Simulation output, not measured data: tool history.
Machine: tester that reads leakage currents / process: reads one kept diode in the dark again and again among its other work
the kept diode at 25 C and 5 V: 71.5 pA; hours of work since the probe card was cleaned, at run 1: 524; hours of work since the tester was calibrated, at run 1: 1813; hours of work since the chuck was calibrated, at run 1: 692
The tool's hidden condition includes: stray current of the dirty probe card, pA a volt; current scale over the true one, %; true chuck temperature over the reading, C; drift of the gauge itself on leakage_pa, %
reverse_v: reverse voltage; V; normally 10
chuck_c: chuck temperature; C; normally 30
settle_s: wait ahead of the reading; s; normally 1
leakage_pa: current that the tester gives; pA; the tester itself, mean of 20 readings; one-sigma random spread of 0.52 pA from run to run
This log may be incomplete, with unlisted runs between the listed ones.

run	day	reverse_v	chuck_c	settle_s	hours of work since the probe card was cleaned	hours of work since the tester was calibrated	hours of work since the chuck was calibrated	leakage_pa
1	0	10	30	1	524	1813	692	170.61
2	2.954	10	30	1	561	1849	729	170.21
3	5.042	10	30	1	587	1875	755	170.32
4	7.05	10	30	1	612	1900	779	170.17
5	9.425	12.8	30	1	641	1929	809	197.94
6	12.004	12.8	30	1	673	1961	841	198.1
# day 12.467: probe card cleaned and baked
7	15.088	12.8	41	9.02	32	1998	877	518.05
8	17.062	10	30	0.94	57	2022	902	172.64
9	19.312	9.6	31	6.56	85	2050	930	183.15
10	22.329	9.6	31	6.56	122	2087	967	181.83

Below are 3 alternative next runs, each starting from the tool's condition after run 10. Predict each:
A	25.067	3.4	53	6.56	156	2121	1001	?
B	25.067	17.2	60	1.57	156	2121	1001	?
C	25.067	1.4	21	3.93	156	2121	1001	?

run	leakage_pa
A	618.83
B	2827.62
C	22.71
What these runs would have given with no unlogged condition in the tool:
run	leakage_pa
A	656.46
B	2990.47
C	22.95
